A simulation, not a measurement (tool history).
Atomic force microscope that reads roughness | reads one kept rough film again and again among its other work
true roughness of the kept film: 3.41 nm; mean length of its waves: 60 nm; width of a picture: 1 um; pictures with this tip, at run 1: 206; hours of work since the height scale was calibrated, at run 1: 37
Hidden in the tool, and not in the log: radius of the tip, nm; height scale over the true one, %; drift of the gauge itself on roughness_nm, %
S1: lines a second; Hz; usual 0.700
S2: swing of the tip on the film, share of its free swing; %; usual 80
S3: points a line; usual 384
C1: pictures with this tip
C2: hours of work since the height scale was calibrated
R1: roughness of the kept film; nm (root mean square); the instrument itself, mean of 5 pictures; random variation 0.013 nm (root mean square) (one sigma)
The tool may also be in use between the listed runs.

run	day	S1	S2	S3	C1	C2	R1
1	0.000	0.700	80	384	206	37	3.025
2	0.288	0.700	80	384	217	41	3.036
3	0.917	0.700	80	384	240	49	3.028
4	1.354	0.700	80	384	256	55	2.985
5	1.858	0.700	80	384	275	62	2.983
6	2.483	1.354	80	384	298	71	2.903
7	3.004	0.700	80	384	318	78	2.945
8	3.562	0.700	80	384	338	85	2.942
9	3.896	0.700	80	668	351	90	2.962
10	4.317	0.700	73	384	366	95	2.952
# day 4.621: new tip fitted
11	4.621	0.700	80	384	0	99	3.201
12	5.162	0.700	80	384	20	106	3.163
13	5.742	0.911	80	645	42	114	3.141
14	6.229	0.716	83	384	60	121	3.099
15	6.579	1.545	56	817	73	125	3.151
16	6.858	1.320	66	384	83	129	3.140
17	7.321	2.743	69	492	100	135	3.034
18	7.775	1.170	80	538	117	141	3.059
19	8.267	1.041	80	698	135	148	3.025
20	8.692	1.041	80	698	151	154	3.042
21	9.012	0.623	89	629	163	158	3.011
22	9.488	0.623	89	629	181	165	3.024
23	9.917	0.623	89	629	197	170	3.025

5 ways to go on from here, each from the tool as it stands after run 23. What would each give?
A	10.358	0.700	80	646	213	176	?
B	10.358	0.623	62	629	213	176	?
C	10.358	0.700	80	338	213	176	?
D	10.358	0.736	60	337	213	176	?
E	10.358	1.494	89	261	213	176	?

run	R1
A	3.028
B	3.060
C	3.030
D	3.047
E	2.865
Without the tool's hidden state the same runs would have given:
run	R1
A	3.206
B	3.240
C	3.209
D	3.227
E	3.035
